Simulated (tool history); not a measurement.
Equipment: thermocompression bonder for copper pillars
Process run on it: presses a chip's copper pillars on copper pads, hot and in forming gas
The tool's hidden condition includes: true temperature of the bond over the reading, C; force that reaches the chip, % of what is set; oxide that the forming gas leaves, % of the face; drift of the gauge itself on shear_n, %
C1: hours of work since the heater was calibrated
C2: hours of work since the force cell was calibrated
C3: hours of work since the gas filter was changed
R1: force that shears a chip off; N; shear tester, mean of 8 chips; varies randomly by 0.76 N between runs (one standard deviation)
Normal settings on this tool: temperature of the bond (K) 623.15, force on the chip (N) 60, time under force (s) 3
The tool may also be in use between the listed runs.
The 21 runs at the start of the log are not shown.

run 22 hour=1236.1 | temperature_of_the_bond_(K)=630.15 force_on_the_chip_(N)=83 time_under_force_(s)=3 | C1=660 C2=977 C3=166 | R1=116.4
-- hour=1268.3 forming gas filter changed
run 23 hour=1306.5 | temperature_of_the_bond_(K)=623.15 force_on_the_chip_(N)=37 time_under_force_(s)=3 | C1=711 C2=1028 C3=28 | R1=71
run 24 hour=1337.7 | temperature_of_the_bond_(K)=623.15 force_on_the_chip_(N)=37 time_under_force_(s)=3 | C1=733 C2=1050 C3=51 | R1=71.2
run 25 hour=1393.1 | temperature_of_the_bond_(K)=623.15 force_on_the_chip_(N)=67 time_under_force_(s)=7 | C1=774 C2=1091 C3=91 | R1=123
run 26 hour=1423.7 | temperature_of_the_bond_(K)=623.15 force_on_the_chip_(N)=67 time_under_force_(s)=7 | C1=796 C2=1113 C3=113 | R1=121.4
-- hour=1460.3 heater calibrated with a thermocouple chip
run 27 hour=1473.9 | temperature_of_the_bond_(K)=623.15 force_on_the_chip_(N)=67 time_under_force_(s)=7 | C1=10 C2=1148 C3=148 | R1=118.7
run 28 hour=1523.1 | temperature_of_the_bond_(K)=618.15 force_on_the_chip_(N)=56 time_under_force_(s)=3 | C1=46 C2=1184 C3=184 | R1=84.1
-- hour=1529.5 forming gas filter changed
run 29 hour=1576 | temperature_of_the_bond_(K)=618.15 force_on_the_chip_(N)=56 time_under_force_(s)=3 | C1=84 C2=1222 C3=34 | R1=88.2
run 30 hour=1618.9 | temperature_of_the_bond_(K)=613.15 force_on_the_chip_(N)=49 time_under_force_(s)=3 | C1=115 C2=1254 C3=65 | R1=75.9
run 31 hour=1691.4 | temperature_of_the_bond_(K)=613.15 force_on_the_chip_(N)=49 time_under_force_(s)=3 | C1=168 C2=1307 C3=118 | R1=74.6
run 32 hour=1754.6 | temperature_of_the_bond_(K)=634.15 force_on_the_chip_(N)=48 time_under_force_(s)=4 | C1=214 C2=1353 C3=164 | R1=95.3
-- hour=1790.7 forming gas filter changed
run 33 hour=1813.2 | temperature_of_the_bond_(K)=624.15 force_on_the_chip_(N)=60 time_under_force_(s)=3 | C1=257 C2=1395 C3=16 | R1=96.8
run 34 hour=1856.1 | temperature_of_the_bond_(K)=624.15 force_on_the_chip_(N)=60 time_under_force_(s)=3 | C1=288 C2=1426 C3=48 | R1=97.4
run 35 hour=1920.4 | temperature_of_the_bond_(K)=652.15 force_on_the_chip_(N)=60 time_under_force_(s)=8 | C1=335 C2=1473 C3=95 | R1=128.2
run 36 hour=1988.3 | temperature_of_the_bond_(K)=652.15 force_on_the_chip_(N)=60 time_under_force_(s)=8 | C1=384 C2=1523 C3=144 | R1=129.9
run 37 hour=2020.5 | temperature_of_the_bond_(K)=651.15 force_on_the_chip_(N)=40 time_under_force_(s)=8 | C1=408 C2=1546 C3=168 | R1=111.1
-- hour=2049.6 forming gas filter changed
run 38 hour=2089 | temperature_of_the_bond_(K)=618.15 force_on_the_chip_(N)=38 time_under_force_(s)=2 | C1=457 C2=1596 C3=29 | R1=58

5 ways to go on from here, each from the tool as it stands after run 38. What would each give?
run A hour=2145.9 | temperature_of_the_bond_(K)=604.15 force_on_the_chip_(N)=65 time_under_force_(s)=4 | C1=499 C2=1637 C3=70 | R1=?
run B hour=2145.9 | temperature_of_the_bond_(K)=645.15 force_on_the_chip_(N)=38 time_under_force_(s)=4 | C1=499 C2=1637 C3=70 | R1=?
run C hour=2145.9 | temperature_of_the_bond_(K)=618.15 force_on_the_chip_(N)=38 time_under_force_(s)=6 | C1=499 C2=1637 C3=70 | R1=?
run D hour=2145.9 | temperature_of_the_bond_(K)=618.15 force_on_the_chip_(N)=46 time_under_force_(s)=2 | C1=499 C2=1637 C3=70 | R1=?
run E hour=2145.9 | temperature_of_the_bond_(K)=609.15 force_on_the_chip_(N)=38 time_under_force_(s)=2 | C1=499 C2=1637 C3=70 | R1=?

run=A R1=97.2
run=B R1=90
run=C R1=83.9
run=D R1=66.5
run=E R1=52.7
Without the tool's hidden state the same runs would have given:
run=A R1=97.9
run=B R1=91.1
run=C R1=84.6
run=D R1=66.9
run=E R1=52.9

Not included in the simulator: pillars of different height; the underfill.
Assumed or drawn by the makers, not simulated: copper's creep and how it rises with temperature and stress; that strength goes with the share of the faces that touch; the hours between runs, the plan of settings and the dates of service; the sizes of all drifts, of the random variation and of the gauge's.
